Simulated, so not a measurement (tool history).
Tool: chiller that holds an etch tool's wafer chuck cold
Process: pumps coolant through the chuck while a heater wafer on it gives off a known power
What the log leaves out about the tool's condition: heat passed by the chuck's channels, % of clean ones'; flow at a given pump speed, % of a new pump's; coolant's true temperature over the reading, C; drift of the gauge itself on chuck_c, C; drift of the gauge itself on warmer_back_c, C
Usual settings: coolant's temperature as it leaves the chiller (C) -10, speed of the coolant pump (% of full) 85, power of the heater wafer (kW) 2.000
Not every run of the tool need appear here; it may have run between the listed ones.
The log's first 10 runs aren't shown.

run	hour	coolant's temperature as it leaves the chiller (C)	speed of the coolant pump (% of full)	power of the heater wafer (kW)	hours since the coolant was changed and the channels were flushed	hours since the pump was overhauled	hours since the chiller's thermometer was calibrated	chuck's temperature once it has settled (C)	how much warmer the coolant comes back (C)
11	227.4	-10	88	2.000	7311	584	1756	10.1	6.51
12	255.9	-10	88	2.000	7340	613	1784	10.3	6.51
13	275.5	-10	88	2.000	7359	632	1804	10.3	6.57
14	301.0	-10	88	2.000	7385	658	1830	10.1	6.57
15	325.5	-10	85	2.000	7409	682	1854	10.7	6.83
16	341.3	-10	85	2.000	7425	698	1870	10.6	6.88
17	360.2	-10	85	2.000	7444	717	1889	10.8	6.85
18	387.0	-2	73	2.731	7471	744	1915	29.6	10.93
19	402.9	-10	85	2.578	7487	760	1931	16.5	8.81
20	420.4	-10	85	2.578	7504	777	1949	16.5	8.76
21	443.6	-10	85	2.578	7527	801	1972	16.6	8.76
22	461.3	-5	64	1.858	7545	818	1990	18.4	8.80
23	489.2	-5	64	1.858	7573	846	2018	18.5	8.84
24	518.1	-9	61	1.905	7602	875	2047	16.1	9.54
# hour 530.7: gauge calibrated
25	545.3	-9	61	1.905	7629	902	2074	16.1	9.14
26	569.0	-16	85	2.000	7653	926	2097	4.7	6.60
27	594.2	-16	85	2.000	7678	951	2123	4.7	6.68
28	623.8	-12	60	1.073	7708	981	2152	2.4	5.31
29	652.9	-12	60	1.073	7737	1010	2181	2.3	5.30
30	680.4	-9	60	1.186	7764	1037	2209	6.8	5.96
31	701.3	-18	77	2.000	7785	1058	2230	4.3	7.51
32	723.5	-10	70	2.000	7807	1081	2252	13.9	8.32
33	740.6	-3	70	2.317	7824	1098	2269	24.6	9.65

Consider 3 possible next runs. They are alternatives, not a sequence: every one starts from the tool as it was left by run 33. What does each give?
A	754.7	-13	70	1.852	7838	1112	2283	?	?
B	754.7	-1	81	2.317	7838	1112	2283	?	?
C	754.7	-5	66	1.686	7838	1112	2283	?	?

run	chuck's temperature once it has settled (C)	how much warmer the coolant comes back (C)
A	9.0	7.74
B	23.7	8.23
C	15.9	7.53
What these runs would have given with no unlogged condition in the tool:
run	chuck's temperature once it has settled (C)	how much warmer the coolant comes back (C)
A	8.9	7.55
B	23.7	8.04
C	15.9	7.34
